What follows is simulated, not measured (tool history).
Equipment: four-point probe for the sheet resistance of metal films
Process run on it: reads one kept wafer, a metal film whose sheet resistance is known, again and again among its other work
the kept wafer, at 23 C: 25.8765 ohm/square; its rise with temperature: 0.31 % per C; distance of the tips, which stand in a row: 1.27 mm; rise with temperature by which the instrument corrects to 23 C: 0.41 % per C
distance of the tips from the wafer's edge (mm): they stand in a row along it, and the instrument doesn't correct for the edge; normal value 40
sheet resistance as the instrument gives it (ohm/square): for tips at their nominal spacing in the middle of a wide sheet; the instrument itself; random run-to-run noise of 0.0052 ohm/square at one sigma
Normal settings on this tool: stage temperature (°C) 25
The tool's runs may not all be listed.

run   hour  stage temperature (°C)  distance of the tips from the wafer's edge (mm)  sheet resistance as the instrument gives it (ohm/square)
  1      0                      25                                               40                                                 25.828914
  2   48.9                      25                                               40                                                 25.829703
  3   93.2                      30                                               40                                                 25.687846
  4  128.2                      30                                               40                                                 25.698018
  5  177.9                      30                                               56                                                 25.683112
  6  211.6                      32                                               40                                                 25.631976
  7  252.1                      32                                               40                                                  25.62895
  8  274.1                      32                                                5                                                 26.468997
  9  295.9                      32                                                5                                                 26.471306
 10  335.7                      32                                                5                                                 26.459056
 11  384.5                      32                                                5                                                 26.465883
 12  412.9                      25                                               40                                                 25.786361
 13  450.9                      25                                               40                                                 25.784828
 14    489                      25                                               48                                                 25.781475
 15  519.4                      25                                               48                                                 25.761932
 16  561.3                      32                                               40                                                 25.595711
 17  587.8                      27                                                4                                                 27.027835
 18  637.3                      24                                                8                                                 26.128564
 19  664.1                      21                                               24                                                 25.897707
     690.2  -- stage's thermometer calibrated
 20  706.9                      21                                               24                                                 25.928591
 21  747.3                      21                                               24                                                 25.931524
 22    786                      21                                               24                                                  25.92051
 23  828.5                      21                                               24                                                 25.922108
     842.9  -- new probe head fitted
 24  871.7                      30                                               17                                                 25.657419
 25  911.3                      20                                               32                                                 25.869113
 26  952.3                      23                                                3                                                 28.022394
 27  987.5                      25                                               68                                                 25.701782

Here are 5 independent what-if runs from the current tool condition. What would each one return?
  A  1034.1                      35                                               20                                                         ?
  B  1034.1                      30                                                9                                                         ?
  C  1034.1                      31                                                3                                                         ?
  D  1034.1                      25                                               17                                                         ?
  E  1034.1                      27                                               68                                                         ?

run  sheet resistance as the instrument gives it (ohm/square)
  A                                                  25.50183
  B                                                 25.837192
  C                                                 27.769901
  D                                                 25.766791
  E                                                 25.647381
With no hidden state in the tool, these same runs would have given:
run  sheet resistance as the instrument gives it (ohm/square)
  A                                                 25.627968
  B                                                 25.965032
  C                                                 27.906431
  D                                                 25.894479
  E                                                 25.774453

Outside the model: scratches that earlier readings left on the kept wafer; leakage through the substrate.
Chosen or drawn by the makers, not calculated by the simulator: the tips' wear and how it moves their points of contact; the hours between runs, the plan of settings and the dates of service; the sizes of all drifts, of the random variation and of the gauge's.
